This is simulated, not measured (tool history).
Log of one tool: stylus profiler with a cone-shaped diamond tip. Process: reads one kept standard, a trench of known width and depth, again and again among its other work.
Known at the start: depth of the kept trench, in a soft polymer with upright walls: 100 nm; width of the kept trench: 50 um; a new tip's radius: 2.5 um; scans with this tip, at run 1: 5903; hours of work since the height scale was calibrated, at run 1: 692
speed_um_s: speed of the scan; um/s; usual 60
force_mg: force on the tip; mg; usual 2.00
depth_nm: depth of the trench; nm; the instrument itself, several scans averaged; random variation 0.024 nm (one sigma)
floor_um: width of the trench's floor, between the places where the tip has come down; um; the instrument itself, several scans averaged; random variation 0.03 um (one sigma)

run	hour	speed_um_s	force_mg	scans with this tip	hours of work since the height scale was calibrated	depth_nm	floor_um
1	0.0	60	2.00	5903	692	100.75	47.87
2	39.9	60	2.00	6104	716	100.72	47.84
3	83.5	60	2.00	6323	742	100.69	47.85
4	123.2	60	2.00	6522	765	100.73	47.82
5	195.2	40	2.00	6885	808	100.70	47.89
6	237.3	40	4.18	7096	832	101.25	48.05
7	273.9	162	2.00	7280	854	100.72	47.05
8	354.4	162	2.00	7685	902	100.68	47.05
9	408.8	162	2.00	7959	934	100.66	47.06
10	495.9	162	2.00	8397	985	100.68	47.01
11	566.1	18	0.98	8749	1026	100.36	47.94
12	617.0	148	2.78	9005	1056	100.88	47.23
13	663.4	47	4.25	9239	1084	101.21	47.87
14	709.0	102	4.25	9468	1111	101.20	47.64
15	781.4	102	4.25	9832	1153	101.19	47.59
16	864.1	72	3.03	10248	1202	100.92	47.62
17	921.9	123	5.83	10539	1236	101.51	47.49
18	1012.0	82	5.83	10992	1289	101.55	47.67
19	1085.7	82	5.83	11362	1333	101.50	47.72

Forecast each of these 5 alternatives for the next run:
A	1136.8	105	5.96	11619	1363	?	?
B	1136.8	166	2.00	11619	1363	?	?
C	1136.8	47	1.52	11619	1363	?	?
D	1136.8	82	0.93	11619	1363	?	?
E	1136.8	46	2.40	11619	1363	?	?

run	depth_nm	floor_um
A	101.52	47.57
B	100.63	46.82
C	100.41	47.61
D	100.25	47.21
E	100.76	47.68
Without the tool's hidden state the same runs would have given:
run	depth_nm	floor_um
A	101.75	48.19
B	100.86	47.43
C	100.63	48.22
D	100.47	47.82
E	100.98	48.29
